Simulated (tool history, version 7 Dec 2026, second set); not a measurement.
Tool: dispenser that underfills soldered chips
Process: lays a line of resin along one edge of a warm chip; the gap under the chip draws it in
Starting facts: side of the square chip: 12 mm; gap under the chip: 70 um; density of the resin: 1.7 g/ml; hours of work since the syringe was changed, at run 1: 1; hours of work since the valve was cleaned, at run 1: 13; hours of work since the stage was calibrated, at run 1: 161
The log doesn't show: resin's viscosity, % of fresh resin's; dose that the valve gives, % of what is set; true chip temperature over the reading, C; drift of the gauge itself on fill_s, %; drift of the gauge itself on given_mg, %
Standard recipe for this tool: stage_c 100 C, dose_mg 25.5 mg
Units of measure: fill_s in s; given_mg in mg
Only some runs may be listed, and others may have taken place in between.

| run | hour | stage_c | dose_mg | hours of work since the syringe was changed | hours of work since the valve was cleaned | hours of work since the stage was calibrated | fill_s | given_mg |
|---|---|---|---|---|---|---|---|---|
| 1 | 0.0 | 100 | 25.5 | 1 | 13 | 161 | 86.6 | 25.40 |
|  | 12.1 | new syringe of resin |
| 2 | 12.1 | 96 | 25.5 | 0 | 21 | 170 | 97.1 | 25.25 |
| 3 | 19.6 | 100 | 25.5 | 5 | 27 | 176 | 116.4 | 25.30 |
|  | 25.7 | new syringe of resin |
| 4 | 30.5 | 100 | 25.5 | 4 | 35 | 183 | 101.7 | 25.19 |
|  | 39.9 | new syringe of resin |
| 5 | 40.8 | 100 | 30.6 | 1 | 42 | 191 | 83.9 | 30.11 |
| 6 | 47.7 | 100 | 30.6 | 6 | 47 | 196 | 116.3 | 30.11 |
|  | 53.1 | new syringe of resin |
| 7 | 55.0 | 100 | 30.6 | 1 | 52 | 201 | 88.2 | 29.92 |
|  | 66.9 | new syringe of resin |
| 8 | 68.8 | 100 | 25.5 | 1 | 62 | 210 | 91.2 | 25.04 |
| 9 | 74.5 | 86 | 25.5 | 6 | 66 | 215 | 229.6 | 24.78 |
|  | 80.3 | new syringe of resin |
| 10 | 82.9 | 100 | 31.4 | 2 | 72 | 221 | 91.9 | 30.45 |
| 11 | 89.0 | 100 | 31.4 | 6 | 76 | 225 | 121.3 | 30.51 |
|  | 94.2 | new syringe of resin |
| 12 | 96.6 | 97 | 31.4 | 2 | 82 | 230 | 104.3 | 30.42 |
|  | 107.4 | new syringe of resin |
| 13 | 108.7 | 97 | 31.4 | 1 | 90 | 239 | 97.2 | 30.25 |
| 14 | 117.2 | 97 | 31.4 | 7 | 96 | 245 | 143.4 | 30.14 |
|  | 121.0 | new syringe of resin |
| 15 | 131.0 | 97 | 31.4 | 7 | 106 | 255 | 147.3 | 30.14 |
|  | 134.5 | new syringe of resin |
| 16 | 141.0 | 97 | 31.4 | 5 | 113 | 262 | 125.3 | 30.12 |
|  | 147.9 | new syringe of resin |
| 17 | 151.6 | 97 | 31.4 | 3 | 121 | 270 | 107.8 | 29.88 |
| 18 | 158.7 | 97 | 31.4 | 8 | 126 | 275 | 147.7 | 29.76 |
|  | 161.6 | new syringe of resin |
|  | 168.4 | dispensing valve cleaned and set on the balance |
| 19 | 169.1 | 102 | 31.6 | 5 | 1 | 281 | 97.2 | 31.54 |
|  | 176.4 | new syringe of resin |
| 20 | 180.0 | 100 | 26.8 | 3 | 8 | 289 | 92.6 | 26.84 |
| 21 | 185.6 | 100 | 26.8 | 7 | 12 | 293 | 120.4 | 26.61 |
|  | 189.7 | new syringe of resin |
| 22 | 195.5 | 94 | 22.8 | 4 | 19 | 300 | 144.8 | 22.61 |
| 23 | 201.7 | 100 | 31.1 | 9 | 24 | 305 | 141.0 | 30.83 |
|  | 204.0 | new syringe of resin |
| 24 | 214.4 | 114 | 29.4 | 8 | 33 | 314 | 70.3 | 28.85 |
|  | 218.0 | new syringe of resin |
| 25 | 221.3 | 114 | 26.8 | 2 | 38 | 319 | 50.5 | 26.37 |
| 26 | 228.6 | 91 | 32.1 | 8 | 43 | 324 | 192.2 | 31.48 |
|  | 232.1 | new syringe of resin |
| 27 | 235.0 | 95 | 22.4 | 2 | 47 | 328 | 120.1 | 21.96 |
|  | 245.5 | new syringe of resin |
| 28 | 246.7 | 95 | 22.4 | 1 | 56 | 337 | 111.7 | 21.87 |
| 29 | 255.9 | 95 | 22.4 | 8 | 62 | 343 | 170.8 | 21.67 |
|  | 259.2 | new syringe of resin |
| 30 | 268.6 | 88 | 25.5 | 7 | 71 | 352 | 217.9 | 24.70 |

The next listed run, before its measurement:
|  | 272.5 | new syringe of resin |
| 31 | 282.0 | 108 | 29.4 | 7 | 81 | 362 | ? | ? |

Run 31 measured fill_s 85.2 s, given_mg 28.41 mg.
Minus the tool's unlogged condition, the same run would have read fill_s 58.7 s, given_mg 29.39 mg.
